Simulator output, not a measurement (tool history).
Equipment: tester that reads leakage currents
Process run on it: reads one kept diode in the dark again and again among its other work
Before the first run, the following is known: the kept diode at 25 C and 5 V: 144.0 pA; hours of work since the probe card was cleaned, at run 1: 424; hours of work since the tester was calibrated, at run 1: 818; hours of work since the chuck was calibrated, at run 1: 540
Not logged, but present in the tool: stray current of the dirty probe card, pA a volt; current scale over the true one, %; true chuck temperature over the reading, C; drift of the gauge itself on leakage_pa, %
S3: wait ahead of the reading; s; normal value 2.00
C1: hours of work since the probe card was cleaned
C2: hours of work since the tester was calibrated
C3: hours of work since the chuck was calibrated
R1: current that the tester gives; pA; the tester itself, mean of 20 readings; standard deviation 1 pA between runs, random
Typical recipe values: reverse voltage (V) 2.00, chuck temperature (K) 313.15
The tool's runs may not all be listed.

{"run": 1, "day": 0.0, "reverse voltage (V)": 2.0, "chuck temperature (K)": 313.15, "S3": 2.0, "C1": 424, "C2": 818, "C3": 540, "R1": 324.84}
{"run": 2, "day": 2.488, "reverse voltage (V)": 2.0, "chuck temperature (K)": 313.15, "S3": 2.0, "C1": 453, "C2": 846, "C3": 569, "R1": 324.75}
{"run": 3, "day": 3.708, "reverse voltage (V)": 1.35, "chuck temperature (K)": 313.15, "S3": 2.0, "C1": 467, "C2": 860, "C3": 583, "R1": 261.22}
{"run": 4, "day": 5.329, "reverse voltage (V)": 9.63, "chuck temperature (K)": 313.15, "S3": 2.0, "C1": 485, "C2": 879, "C3": 601, "R1": 773.62}
{"run": 5, "day": 7.262, "reverse voltage (V)": 9.63, "chuck temperature (K)": 313.15, "S3": 2.0, "C1": 508, "C2": 901, "C3": 624, "R1": 773.75}
{"run": 6, "day": 9.129, "reverse voltage (V)": 9.63, "chuck temperature (K)": 313.15, "S3": 2.0, "C1": 529, "C2": 922, "C3": 645, "R1": 769.78}
{"run": 7, "day": 11.408, "reverse voltage (V)": 9.63, "chuck temperature (K)": 313.15, "S3": 2.0, "C1": 555, "C2": 949, "C3": 671, "R1": 763.6}
{"run": 8, "day": 13.371, "reverse voltage (V)": 2.0, "chuck temperature (K)": 313.15, "S3": 1.52, "C1": 578, "C2": 971, "C3": 694, "R1": 320.52}
{"run": 9, "day": 15.138, "reverse voltage (V)": 2.0, "chuck temperature (K)": 313.15, "S3": 1.52, "C1": 598, "C2": 991, "C3": 714, "R1": 318.76}
{"run": 10, "day": 17.342, "reverse voltage (V)": 2.0, "chuck temperature (K)": 313.15, "S3": 1.52, "C1": 623, "C2": 1017, "C3": 739, "R1": 317.21}
{"run": 11, "day": 18.442, "reverse voltage (V)": 2.0, "chuck temperature (K)": 313.15, "S3": 1.52, "C1": 636, "C2": 1029, "C3": 752, "R1": 318.09}
{"run": 12, "day": 20.142, "reverse voltage (V)": 2.0, "chuck temperature (K)": 313.15, "S3": 9.13, "C1": 655, "C2": 1049, "C3": 772, "R1": 316.49}
{"run": 13, "day": 21.392, "reverse voltage (V)": 2.0, "chuck temperature (K)": 303.15, "S3": 9.13, "C1": 670, "C2": 1063, "C3": 786, "R1": 126.02}
{"run": 14, "day": 22.604, "reverse voltage (V)": 2.0, "chuck temperature (K)": 303.15, "S3": 9.13, "C1": 684, "C2": 1077, "C3": 800, "R1": 125.91}
{"run": 15, "day": 24.488, "reverse voltage (V)": 2.0, "chuck temperature (K)": 303.15, "S3": 9.13, "C1": 705, "C2": 1099, "C3": 822, "R1": 126.02}
{"run": 16, "day": 26.283, "reverse voltage (V)": 2.0, "chuck temperature (K)": 303.15, "S3": 9.13, "C1": 726, "C2": 1120, "C3": 842, "R1": 126.28}
{"run": 17, "day": 28.333, "reverse voltage (V)": 2.0, "chuck temperature (K)": 303.15, "S3": 9.13, "C1": 750, "C2": 1143, "C3": 866, "R1": 125.2}
{"run": 18, "day": 29.45, "reverse voltage (V)": 2.0, "chuck temperature (K)": 313.15, "S3": 1.11, "C1": 762, "C2": 1156, "C3": 879, "R1": 311.23}
{"run": 19, "day": 31.846, "reverse voltage (V)": 2.0, "chuck temperature (K)": 313.15, "S3": 2.0, "C1": 790, "C2": 1183, "C3": 906, "R1": 310.92}
{"run": 20, "day": 34.1, "reverse voltage (V)": 2.0, "chuck temperature (K)": 313.15, "S3": 2.0, "C1": 816, "C2": 1209, "C3": 932, "R1": 309.07}
{"run": 21, "day": 36.058, "reverse voltage (V)": 2.0, "chuck temperature (K)": 313.15, "S3": 2.0, "C1": 838, "C2": 1232, "C3": 955, "R1": 309.83}
{"run": 22, "day": 37.088, "reverse voltage (V)": 8.91, "chuck temperature (K)": 301.15, "S3": 0.51, "C1": 850, "C2": 1244, "C3": 966, "R1": 238.42}
{"run": 23, "day": 38.317, "reverse voltage (V)": 8.91, "chuck temperature (K)": 301.15, "S3": 0.51, "C1": 864, "C2": 1258, "C3": 980, "R1": 238.57}
{"run": 24, "day": 39.475, "reverse voltage (V)": 8.91, "chuck temperature (K)": 301.15, "S3": 0.51, "C1": 878, "C2": 1271, "C3": 994, "R1": 237.23}
{"run": 25, "day": 40.742, "reverse voltage (V)": 8.91, "chuck temperature (K)": 301.15, "S3": 0.51, "C1": 892, "C2": 1286, "C3": 1008, "R1": 237.75}
{"run": 26, "day": 42.479, "reverse voltage (V)": 1.14, "chuck temperature (K)": 309.15, "S3": 0.73, "C1": 912, "C2": 1306, "C3": 1028, "R1": 157.39}
{"run": 27, "day": 43.95, "reverse voltage (V)": 1.14, "chuck temperature (K)": 309.15, "S3": 0.73, "C1": 929, "C2": 1322, "C3": 1045, "R1": 157.02}
{"run": 28, "day": 45.562, "reverse voltage (V)": 1.47, "chuck temperature (K)": 313.15, "S3": 10.0, "C1": 947, "C2": 1341, "C3": 1064, "R1": 256.28}
{"run": 29, "day": 47.683, "reverse voltage (V)": 9.54, "chuck temperature (K)": 304.15, "S3": 0.5, "C1": 972, "C2": 1365, "C3": 1088, "R1": 324.23}
{"run": 30, "day": 49.5, "reverse voltage (V)": 1.08, "chuck temperature (K)": 313.15, "S3": 2.0, "C1": 993, "C2": 1386, "C3": 1109, "R1": 215.03}
{"run": 31, "day": 51.842, "reverse voltage (V)": 17.47, "chuck temperature (K)": 328.15, "S3": 1.34, "C1": 1020, "C2": 1413, "C3": 1136, "R1": 3599.37}
{"run": 32, "day": 53.354, "reverse voltage (V)": 13.23, "chuck temperature (K)": 297.15, "S3": 0.46, "C1": 1037, "C2": 1431, "C3": 1153, "R1": 199.81}
{"run": 33, "day": 54.525, "reverse voltage (V)": 1.17, "chuck temperature (K)": 297.15, "S3": 0.58, "C1": 1050, "C2": 1444, "C3": 1167, "R1": 50.72}
{"run": 34, "day": 56.808, "reverse voltage (V)": 3.57, "chuck temperature (K)": 302.15, "S3": 0.58, "C1": 1077, "C2": 1470, "C3": 1193, "R1": 151.36}
{"run": 35, "day": 58.196, "reverse voltage (V)": 2.0, "chuck temperature (K)": 295.15, "S3": 2.0, "C1": 1093, "C2": 1486, "C3": 1209, "R1": 55.44}
{"run": 36, "day": 60.533, "reverse voltage (V)": 1.66, "chuck temperature (K)": 313.15, "S3": 7.0, "C1": 1119, "C2": 1513, "C3": 1236, "R1": 269.48}
{"run": 37, "day": 62.933, "reverse voltage (V)": 5.29, "chuck temperature (K)": 316.15, "S3": 0.4, "C1": 1147, "C2": 1541, "C3": 1263, "R1": 673.36}
{"run": 38, "day": 64.717, "reverse voltage (V)": 12.97, "chuck temperature (K)": 303.15, "S3": 2.59, "C1": 1168, "C2": 1561, "C3": 1284, "R1": 340.02}
{"run": 39, "day": 66.208, "reverse voltage (V)": 18.91, "chuck temperature (K)": 313.15, "S3": 2.72, "C1": 1185, "C2": 1578, "C3": 1301, "R1": 1032.44}
{"run": 40, "day": 67.367, "reverse voltage (V)": 18.91, "chuck temperature (K)": 309.15, "S3": 2.72, "C1": 1198, "C2": 1591, "C3": 1314, "R1": 724.24}

4 ways to go on from here, each from the tool as it stands after run 40. What would each give?
{"run": "A", "day": 69.875, "reverse voltage (V)": 2.88, "chuck temperature (K)": 295.15, "S3": 1.0, "C1": 1227, "C2": 1620, "C3": 1343, "R1": "?"}
{"run": "B", "day": 69.875, "reverse voltage (V)": 1.01, "chuck temperature (K)": 313.15, "S3": 0.65, "C1": 1227, "C2": 1620, "C3": 1343, "R1": "?"}
{"run": "C", "day": 69.875, "reverse voltage (V)": 2.0, "chuck temperature (K)": 299.15, "S3": 2.0, "C1": 1227, "C2": 1620, "C3": 1343, "R1": "?"}
{"run": "D", "day": 69.875, "reverse voltage (V)": 12.64, "chuck temperature (K)": 309.15, "S3": 0.62, "C1": 1227, "C2": 1620, "C3": 1343, "R1": "?"}

run=A R1=67.56
run=B R1=202.42
run=C R1=80.90
run=D R1=579.57
Stripped of hidden state, with their random variation kept, the same runs would have yielded:
run=A R1=79.94
run=B R1=238.80
run=C R1=96.09
run=D R1=681.22
